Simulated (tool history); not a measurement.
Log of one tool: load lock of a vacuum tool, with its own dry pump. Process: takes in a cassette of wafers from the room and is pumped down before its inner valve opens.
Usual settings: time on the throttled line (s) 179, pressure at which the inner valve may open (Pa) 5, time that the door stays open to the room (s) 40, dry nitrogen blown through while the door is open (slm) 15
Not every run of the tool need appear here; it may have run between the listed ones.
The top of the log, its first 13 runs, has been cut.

run,hour,time on the throttled line (s),pressure at which the inner valve may open (Pa),time that the door stays open to the room (s),dry nitrogen blown through while the door is open (slm),hours that the pump has run since its overhaul,times that the door has closed on its seal,"incoming humidity of the room's air, %",time from the closed door until the inner valve may open (s),rise of the pressure with all valves shut (Pa/min)
14,3330.1,179,6,40,15,10482,7311,46.6,250,0.075
15,3640.9,179,6,40,15,10793,7826,45,249.4,0.08
16,3920.2,179,6,40,15,11073,8290,43.7,251.4,0.083
17,4089.7,179,6,40,15,11242,8571,48.6,248.9,0.084
18,4365.2,173,5,40,15,11518,9027,46.5,249,0.095
19,4610.9,173,5,40,15,11763,9435,47.9,249.5,0.087
20,4804.6,179,5,158,15,11957,9756,43.5,253.7,0.112
21,5010.7,179,5,158,15,12163,10098,44.7,256.8,0.112
22,5164.8,179,5,40,42,12317,10353,41.4,255.6,0.074
23,5369.5,125,6,40,42,12522,10693,44.3,206.3,0.083
24,5650.3,297,5,210,23,12803,11158,45.1,357.3,0.12
25,6023.6,92,6,40,26,13176,11777,47.3,179.4,0.105
26,6208,148,4,90,15,13360,12083,44.7,232.8,0.128
# hour 6410.3: dry pump taken out, an overhauled one fitted
27,6571.9,237,4,141,15,162,12677,43.3,294.3,0.131
28,6734,120,9,141,15,324,12945,42.3,180.2,0.133
29,7004.3,120,9,141,15,594,13393,43.5,180.3,0.144
30,7215.5,179,8,40,39,805,13744,43.5,236.9,0.116
31,7495.3,179,7,40,15,1085,14208,45.5,236.6,0.13
32,7712.3,179,5,40,19,1302,14568,46,240.7,0.137
33,7889.6,179,5,40,19,1479,14861,46.7,240.1,0.145
34,8048.5,309,5,31,15,1638,15125,44.6,357.9,0.143
35,8231,309,5,31,15,1821,15428,47.4,358,0.146
36,8563.1,309,5,31,15,2153,15978,44.5,358.1,0.156
37,8725.2,309,5,31,15,2315,16247,39,357.8,0.152
38,8950.9,309,6,26,11,2541,16621,46.8,357.9,0.159

Here are 3 independent what-if runs from the current tool condition. What would each one return?
A,9229.6,309,6,104,11,2819,17083,45.6,?,?
B,9229.6,308,7,110,15,2819,17083,47.9,?,?
C,9229.6,309,6,52,11,2819,17083,45.3,?,?

run,time from the closed door until the inner valve may open (s),rise of the pressure with all valves shut (Pa/min)
A,358,0.187
B,355.9,0.192
C,359.2,0.171
Without the tool's unlogged condition, the same runs would have read:
run,time from the closed door until the inner valve may open (s),rise of the pressure with all valves shut (Pa/min)
A,355.4,0.053
B,353.3,0.058
C,356.6,0.038

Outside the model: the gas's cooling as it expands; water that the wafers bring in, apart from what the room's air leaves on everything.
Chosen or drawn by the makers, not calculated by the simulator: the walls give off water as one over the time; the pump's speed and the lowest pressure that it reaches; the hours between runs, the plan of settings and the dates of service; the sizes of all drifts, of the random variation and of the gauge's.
